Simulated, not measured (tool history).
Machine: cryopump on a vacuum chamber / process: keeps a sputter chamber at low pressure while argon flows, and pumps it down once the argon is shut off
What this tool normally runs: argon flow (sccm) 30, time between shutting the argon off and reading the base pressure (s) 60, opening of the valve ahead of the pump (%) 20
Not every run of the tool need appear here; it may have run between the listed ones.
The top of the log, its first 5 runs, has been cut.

run     day  argon flow (sccm)  time between shutting the argon off and reading the base pressure (s)  opening of the valve ahead of the pump (%)  pressure while argon flows (Pa)  pressure after the wait (uPa)
  6    11.1                 30                                                                     60                                          20                           0.1864                           2.67
  7  13.817                 30                                                                     60                                          20                           0.1857                           2.87
  8  15.492                 30                                                                     60                                          20                           0.1883                           2.94
  9  16.725                 30                                                                     60                                          20                           0.1886                           2.92
 10  19.088                 30                                                                     60                                          20                           0.1896                           3.14
 11  20.471                 30                                                                     60                                          20                           0.1895                           3.27
 12  21.729                 30                                                                     60                                          20                           0.1929                           3.24
 13  23.112                 30                                                                     60                                          20                           0.1933                           3.41
 14  24.821                 30                                                                     60                                          20                           0.1959                           3.53
 15  27.062                 30                                                                     60                                          20                           0.1952                           3.57
     27.396  -- pump warmed up, emptied and cooled again
 16  29.692                 53                                                                     23                                          20                            0.316                           5.03
 17  31.538                 53                                                                     23                                          20                           0.3185                           5.11
 18   33.05                 20                                                                     23                                          43                           0.0583                           5.12
 19  35.425                 30                                                                     68                                          52                           0.0735                           3.05
 20  37.271                 30                                                                     68                                          52                           0.0741                           3.21
 21  38.929                 30                                                                     68                                          52                           0.0758                            3.3
 22  41.817                 16                                                                     55                                          52                           0.0407                           3.79
 23  43.712                 31                                                                     60                                          50                           0.0838                            3.8
 24  45.533                 55                                                                     80                                          48                           0.1558                           3.59
 25  47.833                 55                                                                     80                                          48                           0.1598                           3.73
 26  50.779                 30                                                                     28                                          24                           0.1647                           5.66
 27  53.017                 30                                                                     28                                          24                           0.1652                           5.82
     54.896  -- pump warmed up, emptied and cooled again
 28  55.658                 30                                                                     28                                          24                           0.1496                           4.79
 29  57.162                 30                                                                    155                                          37                           0.0984                           2.85
 30  58.933                 17                                                                     24                                          22                           0.0939                           5.69

Each row is a separate what-if for the run after 30, all from the same tool condition, not one after another. Results?
  A  61.021                 30                                                                    188                                          20                                ?                              ?
  B  61.021                 30                                                                     60                                          18                                ?                              ?
  C  61.021                 43                                                                     24                                          32                                ?                              ?
  D  61.021                 47                                                                     24                                          58                                ?                              ?
  E  61.021                 15                                                                     60                                          53                                ?                              ?

run  pressure while argon flows (Pa)  pressure after the wait (uPa)
  A                           0.1841                           3.05
  B                           0.2035                           3.97
  C                           0.1653                           5.64
  D                           0.1021                           5.67
  E                            0.036                           3.88
Take away the tool's hidden state, keep each run's random variation, and the runs would have read:
run  pressure while argon flows (Pa)  pressure after the wait (uPa)
  A                             0.18                           0.62
  B                           0.1994                           1.46
  C                           0.1594                           3.22
  D                           0.0957                           3.25
  E                            0.034                           1.44
